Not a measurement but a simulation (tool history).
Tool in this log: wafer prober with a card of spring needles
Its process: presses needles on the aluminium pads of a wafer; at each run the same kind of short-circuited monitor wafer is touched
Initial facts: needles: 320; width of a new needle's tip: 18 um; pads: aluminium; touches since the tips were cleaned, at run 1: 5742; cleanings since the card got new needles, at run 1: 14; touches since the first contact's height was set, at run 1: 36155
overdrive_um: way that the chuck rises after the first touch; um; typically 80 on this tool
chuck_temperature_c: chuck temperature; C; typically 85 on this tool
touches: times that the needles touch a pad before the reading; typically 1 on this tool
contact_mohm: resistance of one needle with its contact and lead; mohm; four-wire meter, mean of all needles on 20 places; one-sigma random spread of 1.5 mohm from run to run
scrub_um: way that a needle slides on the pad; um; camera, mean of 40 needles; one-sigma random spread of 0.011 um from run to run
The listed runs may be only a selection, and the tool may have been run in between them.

run	day	overdrive_um	chuck_temperature_c	touches	touches since the tips were cleaned	cleanings since the card got new needles	touches since the first contact's height was set	contact_mohm	scrub_um
1	0.000	80	85	1	5742	14	36155	168	18.73
2	0.254	80	85	1	7557	14	37970	171	18.74
# day 0.354: tips cleaned on abrasive film
3	0.633	80	85	1	1993	15	40636	157	18.73
4	1.017	77	85	1	4729	15	43372	168	18.01
5	1.350	77	85	1	7097	15	45740	170	18.03
# day 1.504: tips cleaned on abrasive film
6	1.579	77	85	1	541	16	47356	153	17.98
7	1.975	77	106	1	3358	16	50173	169	18.00
8	2.329	80	85	1	5867	16	52682	168	18.72
# day 2.362: height of the first contact set anew
# day 2.683: tips cleaned on abrasive film
9	2.721	89	85	1	276	17	2521	150	20.79
10	2.992	80	85	1	2193	17	4438	159	18.68
11	3.254	80	63	1	4051	17	6296	162	18.68
12	3.492	80	63	1	5747	17	7992	164	18.68
13	3.717	80	63	1	7368	17	9613	167	18.65
# day 3.800: height of the first contact set anew, once more
# day 3.850: tips cleaned on abrasive film
14	4.038	80	63	1	1338	18	1660	153	18.80
15	4.425	80	83	1	4092	18	4414	165	18.79
16	4.650	91	63	1	5686	18	6008	160	21.39
# day 5.017: tips cleaned on abrasive film
17	5.067	91	63	1	345	19	8943	147	21.36
18	5.338	91	63	1	2281	19	10879	152	21.35
19	5.808	73	77	2	5636	19	14234	159	17.13
# day 6.179: tips cleaned on abrasive film
20	6.188	73	77	2	61	20	16918	148	17.09
21	6.454	73	77	2	1950	20	18807	154	17.08
22	6.767	73	77	2	4192	20	21049	161	17.09
23	7.033	96	85	1	6077	20	22934	161	22.51
24	7.304	96	41	1	8010	20	24867	156	22.50
# day 7.342: tips cleaned on abrasive film
25	7.767	96	41	1	3015	21	28126	153	22.47
26	8.221	87	26	2	6252	21	31363	151	20.37

Entry by entry between the runs, the difference in hidden state between the last listed run before and the first listed run after:
In the gap between runs 2 and 3: tips cleaned on abrasive film (day 0.354)
  debris on the tips, nm: 60.3 -> 31.7; way that the needles fall short of the set height, um: 0.29 -> 0.36; tips' diameter, um: 18.46 -> 18.48
  measured minus no-state result, contact_mohm: +23 -> +12 mohm; scrub_um: -0.07 -> -0.08 um
In the gap between runs 5 and 6: tips cleaned on abrasive film (day 1.504)
  debris on the tips, nm: 60.1 -> 15.6; way that the needles fall short of the set height, um: 0.36 -> 0.44; tips' diameter, um: 18.48 -> 18.51
  measured minus no-state result, contact_mohm: +24 -> +7 mohm; scrub_um: -0.08 -> -0.10 um
In the gap between runs 8 and 9: height of the first contact set anew (day 2.362); tips cleaned on abrasive film (day 2.683)
  debris on the tips, nm: 57 -> 10.7; way that the needles fall short of the set height, um: 0.44 -> 0.57; tips' diameter, um: 18.51 -> 18.54
  measured minus no-state result, contact_mohm: +21 -> +3 mohm; scrub_um: -0.10 -> -0.13 um
In the gap between runs 13 and 14: height of the first contact set anew, once more (day 3.800); tips cleaned on abrasive film (day 3.850)
  debris on the tips, nm: 60.6 -> 24.8; way that the needles fall short of the set height, um: 0.57 -> 0.1; tips' diameter, um: 18.54 -> 18.58
  measured minus no-state result, contact_mohm: +23 -> +10 mohm; scrub_um: -0.13 -> -0.02 um
In the gap between runs 16 and 17: tips cleaned on abrasive film (day 5.017)
  debris on the tips, nm: 55.8 -> 11.3; way that the needles fall short of the set height, um: 0.1 -> 0.2; tips' diameter, um: 18.58 -> 18.61
  measured minus no-state result, contact_mohm: +18 -> +4 mohm; scrub_um: -0.02 -> -0.05 um
In the gap between runs 19 and 20: tips cleaned on abrasive film (day 6.179)
  debris on the tips, nm: 56.1 -> 4; way that the needles fall short of the set height, um: 0.2 -> 0.31; tips' diameter, um: 18.61 -> 18.65
  measured minus no-state result, contact_mohm: +15 -> +1 mohm; scrub_um: -0.04 -> -0.07 um
In the gap between runs 24 and 25: tips cleaned on abrasive film (day 7.342)
  debris on the tips, nm: 61.7 -> 41.4; way that the needles fall short of the set height, um: 0.31 -> 0.4; tips' diameter, um: 18.65 -> 18.68
  measured minus no-state result, contact_mohm: +19 -> +13 mohm; scrub_um: -0.08 -> -0.10 um

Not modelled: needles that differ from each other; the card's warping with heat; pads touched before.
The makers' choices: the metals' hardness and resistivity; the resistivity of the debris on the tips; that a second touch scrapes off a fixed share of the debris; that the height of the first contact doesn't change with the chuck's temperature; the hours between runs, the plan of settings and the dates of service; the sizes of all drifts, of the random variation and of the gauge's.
